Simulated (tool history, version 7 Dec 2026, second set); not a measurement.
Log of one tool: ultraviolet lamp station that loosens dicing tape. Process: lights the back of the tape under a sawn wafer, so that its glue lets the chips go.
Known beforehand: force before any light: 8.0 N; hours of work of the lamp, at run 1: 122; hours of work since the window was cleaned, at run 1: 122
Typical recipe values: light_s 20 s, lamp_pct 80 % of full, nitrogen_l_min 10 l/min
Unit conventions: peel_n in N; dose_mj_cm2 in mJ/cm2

| run | hour | light_s | lamp_pct | nitrogen_l_min | hours of work of the lamp | hours of work since the window was cleaned | peel_n | dose_mj_cm2 |
|---|---|---|---|---|---|---|---|---|
| 1 | 0.0 | 20 | 80 | 10 | 122 | 122 | 0.440 | 308 |
| 2 | 60.6 | 20 | 90 | 10 | 166 | 166 | 0.363 | 331 |
| 3 | 133.8 | 20 | 90 | 10 | 220 | 220 | 0.404 | 324 |
| 4 | 201.4 | 18 | 90 | 10 | 270 | 270 | 0.532 | 285 |
| 5 | 259.0 | 20 | 80 | 10 | 313 | 313 | 0.584 | 271 |
| 6 | 327.8 | 20 | 80 | 10 | 363 | 363 | 0.617 | 261 |
| 7 | 382.5 | 20 | 80 | 4 | 404 | 404 | 0.940 | 255 |
| 8 | 419.4 | 20 | 80 | 10 | 431 | 431 | 0.681 | 252 |
| 9 | 460.2 | 20 | 80 | 10 | 461 | 461 | 0.713 | 243 |
| 10 | 513.9 | 20 | 80 | 10 | 500 | 500 | 0.748 | 237 |
| 11 | 575.6 | 20 | 80 | 10 | 546 | 546 | 0.767 | 234 |
|  | 587.1 | window cleaned of glue's vapour |
| 12 | 623.4 | 29 | 80 | 10 | 581 | 27 | 0.281 | 381 |
| 13 | 672.8 | 29 | 80 | 10 | 617 | 63 | 0.295 | 375 |
| 14 | 725.5 | 29 | 80 | 10 | 656 | 102 | 0.314 | 369 |
| 15 | 783.4 | 29 | 80 | 10 | 699 | 145 | 0.313 | 352 |
| 16 | 836.1 | 29 | 80 | 10 | 738 | 183 | 0.350 | 340 |
| 17 | 868.0 | 29 | 80 | 10 | 761 | 207 | 0.369 | 338 |
| 18 | 914.4 | 15 | 61 | 4 | 795 | 241 | 2.697 | 130 |
| 19 | 949.8 | 20 | 79 | 10 | 821 | 267 | 0.874 | 223 |
| 20 | 990.1 | 34 | 61 | 10 | 851 | 297 | 0.552 | 281 |
| 21 | 1055.2 | 15 | 64 | 6 | 899 | 345 | 2.491 | 125 |
|  | 1129.7 | lamp changed |
| 22 | 1129.7 | 15 | 64 | 6 | 0 | 399 | 1.510 | 176 |
| 23 | 1174.3 | 15 | 64 | 6 | 33 | 432 | 1.609 | 170 |
| 24 | 1249.3 | 15 | 64 | 6 | 88 | 487 | 1.783 | 167 |
| 25 | 1311.4 | 15 | 64 | 6 | 134 | 533 | 1.800 | 159 |
|  | 1342.1 | window cleaned of glue's vapour |
| 26 | 1391.1 | 20 | 80 | 9 | 192 | 36 | 0.464 | 310 |
| 27 | 1460.3 | 31 | 66 | 4 | 243 | 87 | 0.423 | 376 |
| 28 | 1530.3 | 31 | 66 | 4 | 295 | 139 | 0.433 | 364 |
| 29 | 1606.0 | 27 | 61 | 20 | 351 | 194 | 0.425 | 290 |
| 30 | 1675.6 | 27 | 61 | 20 | 402 | 246 | 0.440 | 277 |
| 31 | 1707.6 | 23 | 85 | 8 | 425 | 269 | 0.419 | 322 |
| 32 | 1774.1 | 32 | 80 | 10 | 474 | 318 | 0.256 | 408 |
| 33 | 1848.6 | 24 | 81 | 12 | 529 | 373 | 0.435 | 294 |

A few steps of peel_n between consecutive runs. Split each: what settings, incoming material and random variation would produce without the hidden state, and what is left over for the hidden state, along with gauge scatter present in only one of the two compared results (measured, and without hidden state):
Hidden state present: lamp's light, % of a new lamp's; light that the window lets through, % of a clean one's; drift of the gauge itself on peel_n, %; drift of the gauge itself on dose_mj_cm2, %.
Run 17 -> 18: light_s 29 -> 15, lamp_pct 80 -> 61, nitrogen_l_min 10 -> 4. peel_n +2.328 N: hidden state +0.892, all else +1.436.
Run 18 -> 19: light_s 15 -> 20, lamp_pct 61 -> 79, nitrogen_l_min 4 -> 10. peel_n -1.823 N: hidden state -0.564, all else -1.259.
Run 20 -> 21: light_s 34 -> 15, lamp_pct 61 -> 64, nitrogen_l_min 10 -> 6. peel_n +1.939 N: hidden state +0.885, all else +1.054.
Run 21 -> 22: lamp changed. peel_n -0.981 N: hidden state -0.913, all else -0.068.
